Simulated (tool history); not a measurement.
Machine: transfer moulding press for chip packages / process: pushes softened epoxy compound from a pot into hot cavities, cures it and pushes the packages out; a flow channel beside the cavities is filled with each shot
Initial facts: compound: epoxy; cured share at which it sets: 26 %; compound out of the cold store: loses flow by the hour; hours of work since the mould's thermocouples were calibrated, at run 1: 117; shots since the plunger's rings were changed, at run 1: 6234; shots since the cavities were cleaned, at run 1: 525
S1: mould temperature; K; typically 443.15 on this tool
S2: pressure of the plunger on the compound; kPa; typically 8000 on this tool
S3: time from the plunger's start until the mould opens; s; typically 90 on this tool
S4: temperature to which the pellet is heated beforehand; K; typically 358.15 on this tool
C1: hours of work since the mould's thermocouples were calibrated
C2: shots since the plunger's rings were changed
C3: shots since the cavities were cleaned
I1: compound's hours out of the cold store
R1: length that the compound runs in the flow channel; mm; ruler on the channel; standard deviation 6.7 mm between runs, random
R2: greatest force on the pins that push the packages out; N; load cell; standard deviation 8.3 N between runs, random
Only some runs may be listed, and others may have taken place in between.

| run | day | S1 | S2 | S3 | S4 | C1 | C2 | C3 | I1 | R1 | R2 |
|---|---|---|---|---|---|---|---|---|---|---|---|
| 1 | 0.000 | 443.15 | 8000 | 90 | 358.15 | 117 | 6234 | 525 | 22.7 | 684 | 620 |
|  | 0.588 | cavities cleaned with cleaning compound and waxed |
|  | 0.850 | plunger's sealing rings changed |
| 2 | 1.783 | 443.15 | 8000 | 90 | 358.15 | 136 | 204 | 239 | 40.5 | 728 | 488 |
|  | 3.796 | cavities cleaned with cleaning compound and waxed |
| 3 | 3.971 | 449.15 | 8000 | 90 | 358.15 | 163 | 668 | 39 | 10.7 | 778 | 311 |
|  | 6.800 | cavities cleaned with cleaning compound and waxed |
| 4 | 7.171 | 449.15 | 8000 | 90 | 358.15 | 201 | 1352 | 81 | 28.5 | 722 | 331 |
|  | 9.854 | cavities cleaned with cleaning compound and waxed |
| 5 | 10.008 | 449.15 | 8000 | 90 | 362.15 | 235 | 1959 | 34 | 39.2 | 695 | 314 |
|  | 12.758 | cavities cleaned with cleaning compound and waxed |
| 6 | 12.929 | 443.15 | 8000 | 90 | 365.15 | 270 | 2582 | 37 | 29.2 | 733 | 407 |
| 7 | 15.054 | 443.15 | 8000 | 90 | 365.15 | 296 | 3046 | 501 | 19.3 | 741 | 630 |
|  | 15.729 | cavities cleaned with cleaning compound and waxed |
| 8 | 17.842 | 443.15 | 8000 | 90 | 365.15 | 330 | 3641 | 461 | 22.2 | 719 | 583 |
|  | 18.775 | cavities cleaned with cleaning compound and waxed |
| 9 | 19.596 | 443.15 | 8000 | 90 | 365.15 | 351 | 4010 | 179 | 38.6 | 704 | 497 |
|  | 21.733 | cavities cleaned with cleaning compound and waxed |
| 10 | 22.838 | 443.15 | 8000 | 90 | 364.15 | 390 | 4705 | 241 | 27.2 | 695 | 511 |
|  | 24.712 | cavities cleaned with cleaning compound and waxed |
| 11 | 25.117 | 443.15 | 8000 | 90 | 358.15 | 417 | 5188 | 88 | 11.5 | 714 | 462 |
|  | 27.692 | cavities cleaned with cleaning compound and waxed |
| 12 | 27.938 | 443.15 | 8000 | 90 | 358.15 | 451 | 5791 | 54 | 12.2 | 714 | 450 |
| 13 | 30.258 | 443.15 | 8000 | 90 | 358.15 | 480 | 6297 | 560 | 43.0 | 652 | 637 |
|  | 30.762 | plunger's sealing rings changed |
|  | 30.825 | cavities cleaned with cleaning compound and waxed |
| 14 | 32.475 | 443.15 | 8000 | 90 | 358.15 | 505 | 360 | 360 | 24.7 | 763 | 609 |
|  | 33.979 | cavities cleaned with cleaning compound and waxed |
| 15 | 34.721 | 443.15 | 8000 | 88 | 355.15 | 532 | 837 | 162 | 22.1 | 777 | 554 |
|  | 37.096 | cavities cleaned with cleaning compound and waxed |
| 16 | 37.154 | 442.15 | 8000 | 101 | 355.15 | 561 | 1354 | 12 | 33.0 | 741 | 357 |
| 17 | 39.250 | 442.15 | 8000 | 101 | 355.15 | 587 | 1813 | 471 | 32.6 | 744 | 564 |
|  | 40.054 | cavities cleaned with cleaning compound and waxed |
| 18 | 41.158 | 449.15 | 8000 | 90 | 350.15 | 609 | 2216 | 242 | 13.9 | 741 | 418 |
|  | 43.025 | cavities cleaned with cleaning compound and waxed |
| 19 | 43.675 | 449.15 | 8000 | 90 | 350.15 | 639 | 2751 | 141 | 36.5 | 698 | 378 |
| 20 | 45.708 | 436.15 | 9310 | 91 | 350.15 | 664 | 3195 | 585 | 46.4 | 781 | 1169 |
|  | 45.925 | cavities cleaned with cleaning compound and waxed |
| 21 | 48.004 | 436.15 | 8600 | 105 | 350.15 | 692 | 3683 | 455 | 34.8 | 761 | 798 |
|  | 49.004 | cavities cleaned with cleaning compound and waxed |
| 22 | 50.300 | 443.15 | 8000 | 77 | 358.15 | 719 | 4170 | 282 | 14.2 | 735 | 869 |
|  | 51.962 | cavities cleaned with cleaning compound and waxed |
| 23 | 51.962 | 443.15 | 8000 | 77 | 358.15 | 739 | 4520 | 0 | 34.3 | 703 | 595 |
|  | 55.075 | cavities cleaned with cleaning compound and waxed |
| 24 | 55.117 | 443.15 | 8070 | 77 | 368.15 | 777 | 5195 | 9 | 29.5 | 693 | 584 |
| 25 | 56.979 | 443.15 | 8000 | 90 | 361.15 | 800 | 5602 | 416 | 13.8 | 703 | 638 |
|  | 58.104 | cavities cleaned with cleaning compound and waxed |
| 26 | 59.388 | 443.15 | 8000 | 90 | 356.15 | 829 | 6113 | 280 | 9.9 | 713 | 601 |

Below are 3 alternative next runs, each starting from the tool's condition after run 26. Predict each:
|  | 60.179 | mould's thermocouples calibrated |
|  | 60.733 | plunger's sealing rings changed |
| A | 61.108 | 443.15 | 8840 | 90 | 352.15 | 10 | 83 | 616 | 29.8 | ? | ? |
|  | 60.179 | mould's thermocouples calibrated |
|  | 60.733 | plunger's sealing rings changed |
| B | 61.108 | 443.15 | 8000 | 91 | 356.15 | 10 | 83 | 616 | 27.8 | ? | ? |
|  | 60.179 | mould's thermocouples calibrated |
|  | 60.733 | plunger's sealing rings changed |
| C | 61.108 | 450.15 | 6430 | 91 | 356.15 | 10 | 83 | 616 | 39.1 | ? | ? |

| run | R1 | R2 |
|---|---|---|
| A | 799 | 639 |
| B | 760 | 644 |
| C | 648 | 484 |
The same runs, with their run-to-run variation unchanged, on a tool lacking any hidden condition would have given:
| run | R1 | R2 |
|---|---|---|
| A | 801 | 378 |
| B | 762 | 383 |
| C | 650 | 288 |
